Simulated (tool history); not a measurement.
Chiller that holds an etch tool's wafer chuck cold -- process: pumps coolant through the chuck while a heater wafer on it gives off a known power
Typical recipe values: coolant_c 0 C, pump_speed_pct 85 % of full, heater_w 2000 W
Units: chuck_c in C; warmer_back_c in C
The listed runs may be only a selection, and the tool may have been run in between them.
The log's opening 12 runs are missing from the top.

| run | hour | coolant_c | pump_speed_pct | heater_w | hours since the coolant was changed and the channels were flushed | hours since the pump was overhauled | hours since the chiller's thermometer was calibrated | chuck_c | warmer_back_c |
|---|---|---|---|---|---|---|---|---|---|
| 13 | 679.9 | -7 | 85 | 2000 | 4430 | 2858 | 3859 | 16.7 | 8.21 |
| 14 | 746.3 | -7 | 85 | 1445 | 4497 | 2925 | 3926 | 10.3 | 5.94 |
|  | 785.3 | coolant changed, channels flushed |
| 15 | 817.5 | -7 | 85 | 1445 | 32 | 2990 | 3991 | 10.1 | 6.02 |
| 16 | 879.2 | -7 | 85 | 1445 | 94 | 3052 | 4053 | 10 | 6 |
| 17 | 962.1 | -7 | 85 | 1445 | 177 | 3135 | 4136 | 10 | 5.92 |
| 18 | 1000.3 | -3 | 76 | 2000 | 215 | 3173 | 4174 | 23.3 | 9.35 |
| 19 | 1075.1 | 6 | 76 | 1387 | 290 | 3248 | 4249 | 24.1 | 6.57 |
| 20 | 1129.4 | 6 | 76 | 1229 | 344 | 3302 | 4303 | 22.3 | 5.77 |
| 21 | 1189.2 | 0 | 85 | 2988 | 404 | 3362 | 4363 | 35.4 | 12.32 |
| 22 | 1249.5 | -2 | 73 | 2988 | 464 | 3422 | 4423 | 39 | 14.66 |
| 23 | 1291.9 | -2 | 73 | 2988 | 507 | 3464 | 4465 | 38.9 | 14.63 |
| 24 | 1366.5 | 3 | 73 | 1345 | 581 | 3539 | 4540 | 21.3 | 6.63 |
| 25 | 1401.8 | 4 | 85 | 1824 | 616 | 3574 | 4575 | 25.8 | 7.57 |
| 26 | 1439.3 | 4 | 85 | 1824 | 654 | 3612 | 4613 | 25.7 | 7.52 |
| 27 | 1489.9 | 4 | 85 | 1824 | 705 | 3663 | 4663 | 25.7 | 7.49 |
| 28 | 1541.9 | -9 | 81 | 2741 | 757 | 3714 | 4715 | 25 | 12.01 |
| 29 | 1606 | -9 | 81 | 2741 | 821 | 3779 | 4780 | 24.9 | 11.95 |
| 30 | 1668.3 | 0 | 85 | 1271 | 883 | 3841 | 4842 | 15.1 | 5.26 |
| 31 | 1707.6 | 2 | 85 | 1639 | 922 | 3880 | 4881 | 21.3 | 6.7 |
| 32 | 1749.2 | 2 | 85 | 1639 | 964 | 3922 | 4923 | 21.3 | 6.72 |
| 33 | 1811.4 | 9 | 80 | 1048 | 1026 | 3984 | 4985 | 22.2 | 4.61 |

Alternative continuations, all from the tool just after run 33; predict every row:
|  | 1866.5 | chiller's thermometer calibrated |
| A | 1897.5 | 0 | 75 | 2066 | 1111 | 4069 | 31 | ? | ? |
|  | 1866.5 | chiller's thermometer calibrated |
| B | 1897.5 | 1 | 66 | 1877 | 1111 | 4069 | 31 | ? | ? |
|  | 1866.5 | chiller's thermometer calibrated |
| C | 1897.5 | -10 | 75 | 2000 | 1111 | 4069 | 31 | ? | ? |

| run | chuck_c | warmer_back_c |
|---|---|---|
| A | 27.6 | 9.87 |
| B | 29.3 | 10.34 |
| C | 16.5 | 9.49 |
The same runs, with their run-to-run variation unchanged, on a tool lacking any hidden condition would have given:
| run | chuck_c | warmer_back_c |
|---|---|---|
| A | 27.6 | 9.86 |
| B | 29.3 | 10.33 |
| C | 16.5 | 9.48 |
